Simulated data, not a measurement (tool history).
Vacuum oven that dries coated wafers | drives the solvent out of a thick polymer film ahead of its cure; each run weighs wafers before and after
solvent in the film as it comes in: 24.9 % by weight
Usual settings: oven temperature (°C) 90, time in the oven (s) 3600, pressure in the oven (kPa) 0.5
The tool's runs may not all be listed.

run 1 hour=0 | oven_temperature_(°C)=90 time_in_the_oven_(s)=3600 pressure_in_the_oven_(kPa)=0.5 | solvent_left_in_the_film_(%)=1.84
run 2 hour=13.6 | oven_temperature_(°C)=90 time_in_the_oven_(s)=3600 pressure_in_the_oven_(kPa)=0.5 | solvent_left_in_the_film_(%)=1.81
run 3 hour=30.4 | oven_temperature_(°C)=90 time_in_the_oven_(s)=5100 pressure_in_the_oven_(kPa)=0.5 | solvent_left_in_the_film_(%)=1.07
run 4 hour=47.8 | oven_temperature_(°C)=90 time_in_the_oven_(s)=3600 pressure_in_the_oven_(kPa)=1.262 | solvent_left_in_the_film_(%)=2.55
run 5 hour=65.3 | oven_temperature_(°C)=92 time_in_the_oven_(s)=3600 pressure_in_the_oven_(kPa)=1.262 | solvent_left_in_the_film_(%)=2.2
-- hour=68.4 oven's thermocouples calibrated
run 6 hour=93 | oven_temperature_(°C)=92 time_in_the_oven_(s)=3600 pressure_in_the_oven_(kPa)=1.262 | solvent_left_in_the_film_(%)=2.24
run 7 hour=119.1 | oven_temperature_(°C)=92 time_in_the_oven_(s)=3060 pressure_in_the_oven_(kPa)=1.262 | solvent_left_in_the_film_(%)=2.73
run 8 hour=140.2 | oven_temperature_(°C)=92 time_in_the_oven_(s)=3060 pressure_in_the_oven_(kPa)=1.262 | solvent_left_in_the_film_(%)=2.79
-- hour=165.2 oven's thermocouples calibrated, once more
run 9 hour=167.2 | oven_temperature_(°C)=92 time_in_the_oven_(s)=3060 pressure_in_the_oven_(kPa)=1.262 | solvent_left_in_the_film_(%)=2.22
run 10 hour=184.2 | oven_temperature_(°C)=95 time_in_the_oven_(s)=3540 pressure_in_the_oven_(kPa)=0.391 | solvent_left_in_the_film_(%)=0.85
run 11 hour=203.9 | oven_temperature_(°C)=82 time_in_the_oven_(s)=2580 pressure_in_the_oven_(kPa)=0.311 | solvent_left_in_the_film_(%)=5.16
run 12 hour=225.4 | oven_temperature_(°C)=82 time_in_the_oven_(s)=2580 pressure_in_the_oven_(kPa)=0.311 | solvent_left_in_the_film_(%)=5.16
run 13 hour=247.1 | oven_temperature_(°C)=100 time_in_the_oven_(s)=4740 pressure_in_the_oven_(kPa)=1.673 | solvent_left_in_the_film_(%)=1.24
run 14 hour=268.5 | oven_temperature_(°C)=100 time_in_the_oven_(s)=3840 pressure_in_the_oven_(kPa)=0.31 | solvent_left_in_the_film_(%)=0.42
run 15 hour=280.3 | oven_temperature_(°C)=100 time_in_the_oven_(s)=3840 pressure_in_the_oven_(kPa)=0.31 | solvent_left_in_the_film_(%)=0.38

5 ways to go on from here, each from the tool as it stands after run 15. What would each give?
run A hour=302.4 | oven_temperature_(°C)=75 time_in_the_oven_(s)=6180 pressure_in_the_oven_(kPa)=0.5 | solvent_left_in_the_film_(%)=?
run B hour=302.4 | oven_temperature_(°C)=96 time_in_the_oven_(s)=5940 pressure_in_the_oven_(kPa)=0.441 | solvent_left_in_the_film_(%)=?
run C hour=302.4 | oven_temperature_(°C)=83 time_in_the_oven_(s)=4260 pressure_in_the_oven_(kPa)=0.761 | solvent_left_in_the_film_(%)=?
run D hour=302.4 | oven_temperature_(°C)=100 time_in_the_oven_(s)=3540 pressure_in_the_oven_(kPa)=1.288 | solvent_left_in_the_film_(%)=?
run E hour=302.4 | oven_temperature_(°C)=83 time_in_the_oven_(s)=3840 pressure_in_the_oven_(kPa)=0.31 | solvent_left_in_the_film_(%)=?

run=A solvent_left_in_the_film_(%)=3
run=B solvent_left_in_the_film_(%)=0.48
run=C solvent_left_in_the_film_(%)=2.77
run=D solvent_left_in_the_film_(%)=1.12
run=E solvent_left_in_the_film_(%)=2.62
Without the tool's hidden state the same runs would have given:
run=A solvent_left_in_the_film_(%)=2.55
run=B solvent_left_in_the_film_(%)=0.3
run=C solvent_left_in_the_film_(%)=2.43
run=D solvent_left_in_the_film_(%)=0.95
run=E solvent_left_in_the_film_(%)=2.27
